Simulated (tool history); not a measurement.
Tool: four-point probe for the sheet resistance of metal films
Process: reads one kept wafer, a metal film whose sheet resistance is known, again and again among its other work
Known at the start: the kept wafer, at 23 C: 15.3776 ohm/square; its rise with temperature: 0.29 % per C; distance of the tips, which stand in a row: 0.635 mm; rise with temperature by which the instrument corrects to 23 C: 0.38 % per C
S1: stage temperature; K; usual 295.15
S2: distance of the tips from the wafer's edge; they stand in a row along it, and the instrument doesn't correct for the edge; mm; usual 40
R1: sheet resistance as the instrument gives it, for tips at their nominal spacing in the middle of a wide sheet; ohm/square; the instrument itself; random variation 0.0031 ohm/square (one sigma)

Run 1, day 0: usual settings. Result: R1 15.362498 ohm/square.
Run 2, day 0.871: usual settings. Result: R1 15.362178 ohm/square.
Run 3, day 1.367: usual settings but S2 56 mm. Result: R1 15.363064 ohm/square.
Run 4, day 2.204: usual settings but S1 305.15 K. Result: R1 15.213332 ohm/square.
Run 5, day 2.608: usual settings but S1 305.15 K. Result: R1 15.218537 ohm/square.
Run 6, day 3.154: usual settings. Result: R1 15.357385 ohm/square.
Run 7, day 3.646: usual settings. Result: R1 15.357886 ohm/square.
Run 8, day 4.454: usual settings but S2 43 mm. Result: R1 15.360738 ohm/square.
Run 9, day 5.167: usual settings but S2 43 mm. Result: R1 15.350148 ohm/square.
Run 10, day 5.812: usual settings. Result: R1 15.355851 ohm/square.
Run 11, day 6.475: usual settings. Result: R1 15.357539 ohm/square.
Run 12, day 7.204: usual settings. Result: R1 15.347131 ohm/square.
Run 13, day 7.592: usual settings. Result: R1 15.357876 ohm/square.
Run 14, day 8.079: usual settings. Result: R1 15.354254 ohm/square.
Run 15, day 8.475: usual settings but S1 300.15 K. Result: R1 15.284064 ohm/square.
Run 16, day 9.229: usual settings but S1 300.15 K. Result: R1 15.280675 ohm/square.
Run 17, day 9.854: usual settings but S1 302.15 K, S2 44 mm. Result: R1 15.251109 ohm/square.
Run 18, day 10.646: usual settings but S1 301.15 K, S2 36 mm. Result: R1 15.262635 ohm/square.
Run 19, day 11.375: usual settings but S1 301.15 K, S2 36 mm. Result: R1 15.261257 ohm/square.
Run 20, day 11.912: usual settings but S1 301.15 K, S2 36 mm. Result: R1 15.263087 ohm/square.
Run 21, day 12.604: usual settings but S1 301.15 K, S2 36 mm. Result: R1 15.264696 ohm/square.
Run 22, day 13.117: usual settings but S2 14 mm. Result: R1 15.358692 ohm/square.
Run 23, day 13.675: usual settings but S2 14 mm. Result: R1 15.363716 ohm/square.
Run 24, day 14.104: usual settings but S2 10 mm. Result: R1 15.377824 ohm/square.
Run 25, day 14.958: usual settings but S1 296.15 K, S2 59 mm. Result: R1 15.330715 ohm/square.

Measured less the same run without the tool's hidden state. The same run-to-run variation is in both; the gauge's scatter may not be:
The hidden state here: inner tips' distance over the nominal, %; tips' flats over new ones', %; wafer's true temperature over the reading, C; drift of the gauge itself on sheet_ohm, %.
run         R1
  1  -0.030845
  2  -0.031769
  3  -0.032268
  4  -0.032515
  5  -0.032941
  6   -0.03414
  7  -0.034666
  8  -0.035535
  9   -0.03628
 10  -0.037004
 11  -0.037724
 12  -0.038502
 13  -0.038888
 14  -0.039383
 15  -0.039504
 16  -0.040235
 17  -0.040755
 18  -0.041655
 19  -0.042389
 20  -0.042974
 21  -0.043723
 22  -0.044796
 23  -0.045378
 24  -0.045879
 25  -0.046644
